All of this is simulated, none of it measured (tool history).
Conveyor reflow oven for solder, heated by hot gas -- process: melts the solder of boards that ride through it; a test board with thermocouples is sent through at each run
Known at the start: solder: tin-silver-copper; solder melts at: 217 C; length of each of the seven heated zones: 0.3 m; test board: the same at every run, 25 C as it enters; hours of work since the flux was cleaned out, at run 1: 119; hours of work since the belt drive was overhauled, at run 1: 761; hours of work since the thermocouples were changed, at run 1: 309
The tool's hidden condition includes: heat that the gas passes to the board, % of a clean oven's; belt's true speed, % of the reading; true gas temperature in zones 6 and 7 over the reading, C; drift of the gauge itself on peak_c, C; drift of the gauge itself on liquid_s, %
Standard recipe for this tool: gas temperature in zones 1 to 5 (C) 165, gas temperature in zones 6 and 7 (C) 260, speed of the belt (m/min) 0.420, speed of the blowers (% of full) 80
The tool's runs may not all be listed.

run    hour  gas temperature in zones 1 to 5 (C)  gas temperature in zones 6 and 7 (C)  speed of the belt (m/min)  speed of the blowers (% of full)  hours of work since the flux was cleaned out  hours of work since the belt drive was overhauled  hours of work since the thermocouples were changed  highest temperature of the board (C)  time above the solder's melting point (s)
  1     0.0                                  165                                   260                      0.420                                80                                           119                                                761                                                 309                                 247.0                                       57.4
       57.8  -- belt drive overhauled, speed set with a stopwatch
  2    75.3                                  165                                   260                      0.420                                80                                           152                                                  8                                                 342                                 247.0                                       57.5
  3   127.8                                  165                                   260                      0.420                                80                                           176                                                 32                                                 366                                 246.6                                       57.7
  4   201.8                                  165                                   260                      0.420                                80                                           210                                                 66                                                 400                                 246.9                                       57.2
  5   283.6                                  165                                   260                      0.420                                80                                           247                                                104                                                 437                                 247.0                                       57.8
      315.3  -- flux residue cleaned out of gas plates and filters
  6   372.8                                  165                                   260                      0.420                                80                                            26                                                143                                                 476                                 247.0                                       57.5
  7   409.7                                  165                                   260                      0.420                                80                                            43                                                160                                                 493                                 247.1                                       57.8
  8   485.1                                  165                                   262                      0.420                                80                                            78                                                194                                                 528                                 248.6                                       59.3
  9   529.3                                  165                                   262                      0.420                                80                                            98                                                215                                                 548                                 248.7                                       59.3
 10   585.3                                  165                                   260                      0.420                                80                                           124                                                240                                                 574                                 247.2                                       57.4
 11   649.6                                  165                                   260                      0.420                                80                                           154                                                270                                                 603                                 247.5                                       57.4
 12   728.5                                  154                                   260                      0.420                                80                                           190                                                306                                                 640                                 245.5                                       52.3
 13   787.5                                  154                                   260                      0.420                                80                                           217                                                333                                                 667                                 245.2                                       52.3
 14   858.1                                  154                                   260                      0.420                                80                                           250                                                366                                                 699                                 245.4                                       52.5
      885.8  -- flux residue cleaned out of gas plates and filters
 15   903.9                                  154                                   260                      0.420                                80                                             8                                                384                                                 718                                 245.5                                       52.4
 16   973.8                                  154                                   258                      0.420                                89                                            40                                                417                                                 750                                 245.1                                       52.6
 17  1050.3                                  154                                   258                      0.420                                89                                            76                                                452                                                 785                                 244.9                                       52.8
 18  1140.1                                  165                                   272                      0.389                                80                                           117                                                493                                                 827                                 260.1                                       73.1
 19  1179.9                                  165                                   272                      0.452                                80                                           135                                                511                                                 845                                 255.7                                       59.2
 20  1243.6                                  172                                   260                      0.398                                57                                           165                                                541                                                 874                                 245.6                                       61.8
 21  1324.1                                  172                                   260                      0.398                                57                                           202                                                578                                                 911                                 245.9                                       61.6
 22  1373.3                                  172                                   260                      0.398                                57                                           224                                                600                                                 934                                 245.7                                       61.7
 23  1433.6                                  165                                   260                      0.428                                85                                           252                                                628                                                 962                                 247.4                                       56.7
     1453.5  -- flux residue cleaned out of gas plates and filters
 24  1513.6                                  161                                   260                      0.442                                85                                            28                                                663                                                 996                                 245.4                                       52.0
 25  1559.2                                  161                                   260                      0.442                                85                                            49                                                684                                                1017                                 246.0                                       51.8
 26  1600.1                                  159                                   260                      0.420                                80                                            67                                                702                                                1036                                 246.3                                       54.8
 27  1653.8                                  165                                   270                      0.420                                85                                            92                                                727                                                1061                                 256.8                                       65.5
 28  1721.3                                  171                                   271                      0.489                                80                                           123                                                758                                                1092                                 253.0                                       54.1
 29  1764.1                                  171                                   271                      0.489                                50                                           143                                                778                                                1111                                 245.8                                       47.1
     1789.9  -- belt drive overhauled, speed set with a stopwatch
 30  1832.5                                  171                                   271                      0.489                                50                                           172                                                 20                                                1141                                 246.4                                       47.3

Take each entry between the runs: how does the hidden state at the last listed run before it differ from the hidden state at the first listed run after it?
From run 1 to run 2: belt drive overhauled, speed set with a stopwatch (hour 57.8)
  belt's true speed, % of the reading: 99.95 -> 100
From run 5 to run 6: flux residue cleaned out of gas plates and filters (hour 315.3)
  heat that the gas passes to the board, % of a clean oven's: 99.8 -> 100; true gas temperature in zones 6 and 7 over the reading, C: 0.04 -> 0.05
From run 14 to run 15: flux residue cleaned out of gas plates and filters (hour 885.8)
  heat that the gas passes to the board, % of a clean oven's: 99.8 -> 100
From run 23 to run 24: flux residue cleaned out of gas plates and filters (hour 1453.5)
  heat that the gas passes to the board, % of a clean oven's: 99.8 -> 100
From run 29 to run 30: belt drive overhauled, speed set with a stopwatch (hour 1789.9)
  heat that the gas passes to the board, % of a clean oven's: 99.9 -> 99.8; belt's true speed, % of the reading: 99.95 -> 100; true gas temperature in zones 6 and 7 over the reading, C: 0.11 -> 0.12
